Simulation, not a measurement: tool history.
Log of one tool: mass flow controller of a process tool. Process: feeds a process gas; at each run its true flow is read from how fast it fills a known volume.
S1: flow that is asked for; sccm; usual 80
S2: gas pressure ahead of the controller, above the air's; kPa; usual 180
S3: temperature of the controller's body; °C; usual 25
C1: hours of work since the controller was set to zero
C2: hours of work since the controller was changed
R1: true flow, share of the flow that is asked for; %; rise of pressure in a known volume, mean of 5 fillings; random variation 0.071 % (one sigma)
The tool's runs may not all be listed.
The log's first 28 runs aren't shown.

run,hour,S1,S2,S3,C1,C2,R1
29,4254.9,21,147,35,2345,2345,96.78
30,4372.7,73,206,35,2408,2408,96.66
31,4521.6,18,157,21,2487,2487,97.8
32,4634.2,18,155,25,2547,2547,97.32
33,4834.6,18,178,24,2654,2654,97.04
34,4934.9,25,151,21,2707,2707,97.51
35,5073.5,25,151,22,2781,2781,97.43
36,5281.1,25,151,22,2891,2891,97.12
37,5406.7,31,151,25,2958,2958,96.74
38,5507.4,31,151,25,3011,3011,96.68
39,5616,30,177,30,3069,3069,95.86
# hour 5807: gauge calibrated
40,5810.8,30,177,30,3173,3173,98.79
41,6028.9,30,177,30,3289,3289,98.69
42,6168.1,94,179,37,3363,3363,98.3
43,6316.5,92,208,21,3442,3442,99.74
44,6450.9,81,179,21,3513,3513,99.6
45,6564.7,34,201,25,3574,3574,98.47
46,6743.6,34,201,25,3669,3669,98.35
47,6963.1,17,169,25,3786,3786,98.19
48,7107.8,80,182,31,3863,3863,98.07

Forecast each of these 4 alternatives for the next run:
A,7292.2,11,180,36,3961,3961,?
B,7292.2,17,243,39,3961,3961,?
C,7292.2,31,225,30,3961,3961,?
D,7292.2,32,212,38,3961,3961,?

run,R1
A,96.42
B,95.66
C,97.01
D,96.27
Without the tool's hidden state the same runs would have given:
run,R1
A,97.9
B,97.12
C,98.48
D,97.72
